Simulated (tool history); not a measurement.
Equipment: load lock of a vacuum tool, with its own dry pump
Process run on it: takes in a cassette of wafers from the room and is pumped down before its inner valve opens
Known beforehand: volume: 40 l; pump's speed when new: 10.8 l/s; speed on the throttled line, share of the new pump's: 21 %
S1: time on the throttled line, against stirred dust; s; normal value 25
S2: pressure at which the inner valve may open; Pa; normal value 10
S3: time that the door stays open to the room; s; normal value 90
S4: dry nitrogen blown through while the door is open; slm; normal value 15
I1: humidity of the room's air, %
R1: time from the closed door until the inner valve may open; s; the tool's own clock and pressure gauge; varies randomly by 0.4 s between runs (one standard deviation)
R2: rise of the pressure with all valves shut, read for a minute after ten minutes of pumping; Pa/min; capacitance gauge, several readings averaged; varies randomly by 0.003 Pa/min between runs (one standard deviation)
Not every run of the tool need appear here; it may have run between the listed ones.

run	hour	S1	S2	S3	S4	I1	R1	R2
1	0	25	10	90	15	41.9	55.1	0.184
2	245	25	10	90	15	49.4	56.3	0.192
3	675.4	25	10	90	6	45.3	56.2	0.225
4	902.4	25	10	90	6	46	56.6	0.232
5	1233.1	25	10	90	6	41.1	56.8	0.233
6	1583.7	25	10	90	6	41	56.7	0.248
7	1781.8	25	10	90	6	48.5	57.4	0.263
8	2038.8	25	10	90	6	42.6	56.6	0.275
9	2385.6	25	10	90	6	43.9	57.1	0.29
10	2751.9	25	10	90	6	45.3	57.3	0.303
11	3010.9	25	10	90	6	43.3	56.4	0.306
12	3412.7	25	10	90	6	44	57.9	0.329
13	3592.8	25	10	90	6	45.3	57.7	0.329
14	3861.9	25	10	90	6	42.1	57.8	0.347
15	4146.4	39	11	122	42	44.4	68.5	0.328
16	4551.2	39	11	122	42	44.6	67.8	0.344
17	4742.5	39	18	122	42	44.5	66.4	0.353
18	4955.4	39	7	122	5	44.7	70.8	0.401
19	5193.9	39	7	122	5	44.2	70.5	0.411
20	5389	15	7	27	21	46.3	52.3	0.373
# hour 5684.1: dry pump taken out, an overhauled one fitted
21	5687.3	20	16	60	36	48.4	49.2	0.391
22	6003.7	20	16	60	36	47.4	49.2	0.406
23	6357.8	20	8	60	4	46	52	0.457
24	6663.9	24	10	174	15	46.5	54.3	0.481
25	6976.7	16	13	31	15	46.1	47	0.453
26	7312.4	48	10	90	15	45	72.4	0.497

Run 27 has not been measured yet. What should we expect?
27	7617.2	48	10	130	12	46.2	?	?

{"run 27": {"R1": 73.2, "R2": 0.529}}
Had the tool carried no hidden state, the very same run would have given R1 72.3 s, R2 0.074 Pa/min.

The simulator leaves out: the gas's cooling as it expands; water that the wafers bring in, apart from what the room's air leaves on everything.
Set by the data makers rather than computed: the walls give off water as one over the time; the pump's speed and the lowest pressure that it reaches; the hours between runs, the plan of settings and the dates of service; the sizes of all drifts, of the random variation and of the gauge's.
